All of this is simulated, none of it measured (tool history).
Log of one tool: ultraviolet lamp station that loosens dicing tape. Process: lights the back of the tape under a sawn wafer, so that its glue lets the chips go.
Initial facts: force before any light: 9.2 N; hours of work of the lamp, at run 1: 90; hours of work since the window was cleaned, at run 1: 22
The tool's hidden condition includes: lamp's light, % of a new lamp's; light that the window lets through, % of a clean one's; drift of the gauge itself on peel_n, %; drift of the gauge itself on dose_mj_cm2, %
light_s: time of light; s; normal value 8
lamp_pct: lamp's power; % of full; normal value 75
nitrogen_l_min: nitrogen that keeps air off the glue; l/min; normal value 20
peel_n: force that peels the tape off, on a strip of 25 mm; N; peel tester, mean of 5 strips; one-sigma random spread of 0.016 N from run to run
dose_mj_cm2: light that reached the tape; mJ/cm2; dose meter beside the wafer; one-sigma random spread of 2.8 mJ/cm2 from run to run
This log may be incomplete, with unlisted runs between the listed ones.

run	hour	light_s	lamp_pct	nitrogen_l_min	hours of work of the lamp	hours of work since the window was cleaned	peel_n	dose_mj_cm2
1	0.0	8	75	20	90	22	0.821	381
2	25.5	8	75	20	102	33	0.831	372
3	46.3	8	75	20	111	43	0.856	368
4	76.1	11	75	20	125	56	0.432	503
5	102.3	11	75	20	136	68	0.441	495
6	136.9	11	75	20	152	84	0.471	489
7	172.9	11	75	20	168	100	0.467	480
8	195.4	8	75	20	179	110	1.005	349
9	225.9	8	67	20	192	124	1.237	308
10	254.6	8	67	20	205	137	1.319	301
11	291.8	8	67	19	222	154	1.433	296
12	323.9	8	67	37	237	168	0.897	293
13	345.6	8	75	9	246	178	2.087	320
14	369.3	8	75	6	257	189	2.636	316
15	397.8	8	75	11	270	202	1.909	311
# hour 419.0: window cleaned of glue's vapour
16	419.0	8	75	9	279	0	2.382	288
17	453.2	8	75	15	295	15	1.778	281
18	491.1	14	76	10	312	33	0.915	488
19	518.7	16	61	11	324	45	1.006	446
20	557.1	14	65	17	342	62	0.842	411
21	577.9	7	83	17	351	72	1.865	254
# hour 602.9: window cleaned of glue's vapour, once more
22	610.2	12	63	36	365	3	0.336	457
23	630.9	8	92	23	375	13	0.514	445
24	656.0	8	92	23	386	24	0.535	433
25	672.9	8	79	7	394	32	1.951	373
26	700.1	8	75	18	406	44	1.089	348
27	728.9	5	86	18	419	57	1.970	247
28	748.4	5	86	18	428	66	1.955	245
29	770.3	5	86	18	438	76	1.989	239
30	808.0	8	75	29	455	93	0.802	329
31	842.4	8	70	18	470	108	1.381	304
32	878.6	8	70	18	487	125	1.448	299
33	904.1	7	84	20	498	136	1.225	311
34	942.9	7	83	22	516	154	1.206	298

Below are 5 alternative next runs, each starting from the tool's condition after run 34. Predict each:
A	971.8	10	62	9	529	167	?	?
B	971.8	7	83	31	529	167	?	?
C	971.8	10	68	18	529	167	?	?
D	971.8	8	66	10	529	167	?	?
E	971.8	4	95	11	529	167	?	?

run	peel_n	dose_mj_cm2
A	2.133	315
B	0.958	295
C	1.077	342
D	2.499	269
E	3.469	196
With the hidden condition removed and each run's random variation left untouched, the same runs would have given:
run	peel_n	dose_mj_cm2
A	1.428	405
B	0.549	381
C	0.632	441
D	1.739	346
E	2.629	251
